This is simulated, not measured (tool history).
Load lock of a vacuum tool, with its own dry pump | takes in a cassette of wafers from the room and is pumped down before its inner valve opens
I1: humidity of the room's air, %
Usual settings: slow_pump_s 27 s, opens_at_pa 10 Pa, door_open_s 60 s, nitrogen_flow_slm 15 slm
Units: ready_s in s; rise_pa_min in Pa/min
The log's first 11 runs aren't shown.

run 12 hour=1973.4 | slow_pump_s=27 opens_at_pa=10 door_open_s=158 nitrogen_flow_slm=15 | I1=45.9 | ready_s=62.4 rise_pa_min=0.053
run 13 hour=2106.7 | slow_pump_s=27 opens_at_pa=10 door_open_s=158 nitrogen_flow_slm=15 | I1=43.5 | ready_s=62.9 rise_pa_min=0.052
run 14 hour=2298.5 | slow_pump_s=27 opens_at_pa=10 door_open_s=158 nitrogen_flow_slm=15 | I1=48.7 | ready_s=63.1 rise_pa_min=0.061
run 15 hour=2412.5 | slow_pump_s=27 opens_at_pa=10 door_open_s=158 nitrogen_flow_slm=15 | I1=44.3 | ready_s=63.6 rise_pa_min=0.051
run 16 hour=2652.7 | slow_pump_s=27 opens_at_pa=8 door_open_s=60 nitrogen_flow_slm=15 | I1=47.6 | ready_s=64.0 rise_pa_min=0.036
run 17 hour=2896.6 | slow_pump_s=27 opens_at_pa=8 door_open_s=60 nitrogen_flow_slm=15 | I1=46.9 | ready_s=64.1 rise_pa_min=0.035
run 18 hour=3106.2 | slow_pump_s=27 opens_at_pa=8 door_open_s=60 nitrogen_flow_slm=15 | I1=43.7 | ready_s=65.3 rise_pa_min=0.033
run 19 hour=3231.8 | slow_pump_s=27 opens_at_pa=8 door_open_s=60 nitrogen_flow_slm=15 | I1=47.7 | ready_s=64.8 rise_pa_min=0.039
run 20 hour=3494.4 | slow_pump_s=27 opens_at_pa=8 door_open_s=60 nitrogen_flow_slm=15 | I1=46.2 | ready_s=64.3 rise_pa_min=0.035
run 21 hour=3751.7 | slow_pump_s=16 opens_at_pa=9 door_open_s=68 nitrogen_flow_slm=5 | I1=47.5 | ready_s=55.9 rise_pa_min=0.053
run 22 hour=3985.4 | slow_pump_s=21 opens_at_pa=7 door_open_s=118 nitrogen_flow_slm=15 | I1=43.3 | ready_s=61.0 rise_pa_min=0.045
run 23 hour=4240.8 | slow_pump_s=27 opens_at_pa=17 door_open_s=60 nitrogen_flow_slm=15 | I1=44.4 | ready_s=60.7 rise_pa_min=0.031
run 24 hour=4506.4 | slow_pump_s=27 opens_at_pa=13 door_open_s=60 nitrogen_flow_slm=18 | I1=45.4 | ready_s=62.1 rise_pa_min=0.030
run 25 hour=4755.4 | slow_pump_s=27 opens_at_pa=13 door_open_s=60 nitrogen_flow_slm=18 | I1=43.7 | ready_s=62.0 rise_pa_min=0.031
run 26 hour=4965.3 | slow_pump_s=27 opens_at_pa=13 door_open_s=60 nitrogen_flow_slm=18 | I1=47.2 | ready_s=61.7 rise_pa_min=0.033
run 27 hour=5241.1 | slow_pump_s=27 opens_at_pa=13 door_open_s=60 nitrogen_flow_slm=15 | I1=42.4 | ready_s=62.4 rise_pa_min=0.033
run 28 hour=5466.0 | slow_pump_s=27 opens_at_pa=10 door_open_s=157 nitrogen_flow_slm=15 | I1=47.7 | ready_s=62.2 rise_pa_min=0.049
run 29 hour=5715.9 | slow_pump_s=27 opens_at_pa=10 door_open_s=157 nitrogen_flow_slm=15 | I1=44.9 | ready_s=63.6 rise_pa_min=0.049
run 30 hour=5941.1 | slow_pump_s=21 opens_at_pa=8 door_open_s=60 nitrogen_flow_slm=15 | I1=46.5 | ready_s=60.1 rise_pa_min=0.033
run 31 hour=6135.8 | slow_pump_s=15 opens_at_pa=9 door_open_s=31 nitrogen_flow_slm=37 | I1=47.8 | ready_s=55.4 rise_pa_min=0.022
run 32 hour=6311.3 | slow_pump_s=47 opens_at_pa=8 door_open_s=42 nitrogen_flow_slm=43 | I1=42.3 | ready_s=79.4 rise_pa_min=0.018
run 33 hour=6520.8 | slow_pump_s=25 opens_at_pa=10 door_open_s=72 nitrogen_flow_slm=19 | I1=45.9 | ready_s=61.0 rise_pa_min=0.035
run 34 hour=6649.8 | slow_pump_s=14 opens_at_pa=12 door_open_s=72 nitrogen_flow_slm=29 | I1=44.2 | ready_s=53.2 rise_pa_min=0.026
run 35 hour=6874.1 | slow_pump_s=24 opens_at_pa=17 door_open_s=44 nitrogen_flow_slm=10 | I1=42.1 | ready_s=58.9 rise_pa_min=0.036
run 36 hour=7053.8 | slow_pump_s=24 opens_at_pa=17 door_open_s=44 nitrogen_flow_slm=10 | I1=46.6 | ready_s=58.9 rise_pa_min=0.032

5 ways to go on from here, each from the tool as it stands after run 36. What would each give?
run A hour=7196.3 | slow_pump_s=35 opens_at_pa=10 door_open_s=60 nitrogen_flow_slm=15 | I1=46.0 | ready_s=? rise_pa_min=?
run B hour=7196.3 | slow_pump_s=27 opens_at_pa=10 door_open_s=37 nitrogen_flow_slm=7 | I1=45.9 | ready_s=? rise_pa_min=?
run C hour=7196.3 | slow_pump_s=28 opens_at_pa=17 door_open_s=155 nitrogen_flow_slm=10 | I1=47.8 | ready_s=? rise_pa_min=?
run D hour=7196.3 | slow_pump_s=24 opens_at_pa=8 door_open_s=157 nitrogen_flow_slm=10 | I1=42.4 | ready_s=? rise_pa_min=?
run E hour=7196.3 | slow_pump_s=19 opens_at_pa=11 door_open_s=44 nitrogen_flow_slm=26 | I1=42.2 | ready_s=? rise_pa_min=?

run=A ready_s=68.8 rise_pa_min=0.037
run=B ready_s=62.9 rise_pa_min=0.039
run=C ready_s=62.2 rise_pa_min=0.063
run=D ready_s=62.3 rise_pa_min=0.057
run=E ready_s=56.3 rise_pa_min=0.027
Without the tool's hidden state the same runs would have given:
run=A ready_s=68.8 rise_pa_min=0.034
run=B ready_s=62.9 rise_pa_min=0.037
run=C ready_s=62.2 rise_pa_min=0.060
run=D ready_s=62.3 rise_pa_min=0.055
run=E ready_s=56.2 rise_pa_min=0.024
